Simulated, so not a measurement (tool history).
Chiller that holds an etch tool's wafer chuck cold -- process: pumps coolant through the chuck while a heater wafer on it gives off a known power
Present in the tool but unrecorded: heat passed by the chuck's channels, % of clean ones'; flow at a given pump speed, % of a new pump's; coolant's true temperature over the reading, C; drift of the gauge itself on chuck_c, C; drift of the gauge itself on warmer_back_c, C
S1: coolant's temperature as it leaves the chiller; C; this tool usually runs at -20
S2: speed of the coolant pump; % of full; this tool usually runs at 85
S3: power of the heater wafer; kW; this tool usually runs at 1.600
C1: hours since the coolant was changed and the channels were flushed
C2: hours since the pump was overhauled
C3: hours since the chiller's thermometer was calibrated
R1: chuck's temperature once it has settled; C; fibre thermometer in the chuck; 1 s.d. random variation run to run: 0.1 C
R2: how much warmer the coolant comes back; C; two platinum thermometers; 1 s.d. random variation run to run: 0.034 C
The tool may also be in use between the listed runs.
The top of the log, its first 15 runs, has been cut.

Run 16, hour 1062.2: usual settings but S2 99 % of full, S3 1.179 kW; C1 5134; C2 107; C3 3687. Result: R1 -4.9 C, R2 3.24 C.
Run 17, hour 1113.4: usual settings but S2 99 % of full, S3 1.179 kW; C1 5185; C2 158; C3 3738. Result: R1 -4.9 C, R2 3.23 C.
Run 18, hour 1179.0: usual settings but S2 99 % of full, S3 1.179 kW; C1 5251; C2 224; C3 3804. Result: R1 -5.2 C, R2 3.20 C.
At hour 1202.1: chiller's thermometer calibrated.
Run 19, hour 1254.6: usual settings but S2 99 % of full, S3 1.179 kW; C1 5326; C2 298; C3 53. Result: R1 -4.3 C, R2 3.23 C.
Run 20, hour 1343.7: usual settings but S1 -25 C, S2 77 % of full, S3 1.222 kW; C1 5415; C2 387; C3 142. Result: R1 -6.1 C, R2 4.31 C.
Run 21, hour 1386.7: usual settings but S1 -25 C, S2 77 % of full, S3 1.222 kW; C1 5458; C2 430; C3 185. Result: R1 -6.1 C, R2 4.36 C.
Run 22, hour 1460.0: usual settings but S2 97 % of full, S3 0.830 kW; C1 5531; C2 504; C3 258. Result: R1 -8.8 C, R2 2.35 C.
Run 23, hour 1539.5: usual settings but S2 74 % of full, S3 2.164 kW; C1 5611; C2 583; C3 337. Result: R1 14.5 C, R2 7.90 C.
Run 24, hour 1617.3: usual settings but S1 -29 C, S2 81 % of full, S3 2.363 kW; C1 5688; C2 661; C3 415. Result: R1 7.0 C, R2 7.96 C.
Run 25, hour 1706.3: usual settings but S2 76 % of full, S3 1.172 kW; C1 5777; C2 750; C3 504. Result: R1 -1.5 C, R2 4.18 C.
Run 26, hour 1750.1: usual settings but S1 -28 C, S2 67 % of full, S3 1.343 kW; C1 5821; C2 794; C3 548. Result: R1 -5.1 C, R2 5.43 C.
Run 27, hour 1831.9: usual settings but S1 -28 C, S2 67 % of full, S3 1.343 kW; C1 5903; C2 876; C3 630. Result: R1 -4.9 C, R2 5.43 C.
Run 28, hour 1907.1: usual settings but S1 -28 C, S2 62 % of full, S3 0.862 kW; C1 5978; C2 951; C3 705. Result: R1 -12.5 C, R2 3.87 C.
Run 29, hour 1979.2: usual settings but S1 -28 C, S2 62 % of full, S3 0.862 kW; C1 6050; C2 1023; C3 777. Result: R1 -12.5 C, R2 3.75 C.
Run 30, hour 2022.2: usual settings but S1 -12 C, S2 61 % of full, S3 1.936 kW; C1 6093; C2 1066; C3 820. Result: R1 23.8 C, R2 8.61 C.

Consider 5 possible next runs. They are alternatives, not a sequence: every one starts from the tool as it was left by run 30. What does each give?
Run A, hour 2074.5: usual settings but S1 -15 C, S2 61 % of full, S3 2.094 kW; C1 6146; C2 1118; C3 872. Result: R1 ?, R2 ?.
Run B, hour 2074.5: usual settings but S1 -27 C, S2 72 % of full; C1 6146; C2 1118; C3 872. Result: R1 ?, R2 ?.
Run C, hour 2074.5: usual settings but S1 -23 C, S2 89 % of full, S3 0.949 kW; C1 6146; C2 1118; C3 872. Result: R1 ?, R2 ?.
Run D, hour 2074.5: usual settings but S1 -12 C, S2 84 % of full, S3 1.936 kW; C1 6146; C2 1118; C3 872. Result: R1 ?, R2 ?.
Run E, hour 2074.5: usual settings but S2 77 % of full, S3 0.940 kW; C1 6146; C2 1118; C3 872. Result: R1 ?, R2 ?.

run    R1    R2
  A  23.9  9.30
  B   0.0  6.09
  C  -9.0  2.99
  D  17.9  6.38
  E  -4.9  3.36
Without the tool's unlogged condition, the same runs would have read:
run     R1    R2
  A   14.1  9.06
  B   -6.8  5.93
  C  -12.5  2.92
  D   10.3  6.22
  E   -8.7  3.27
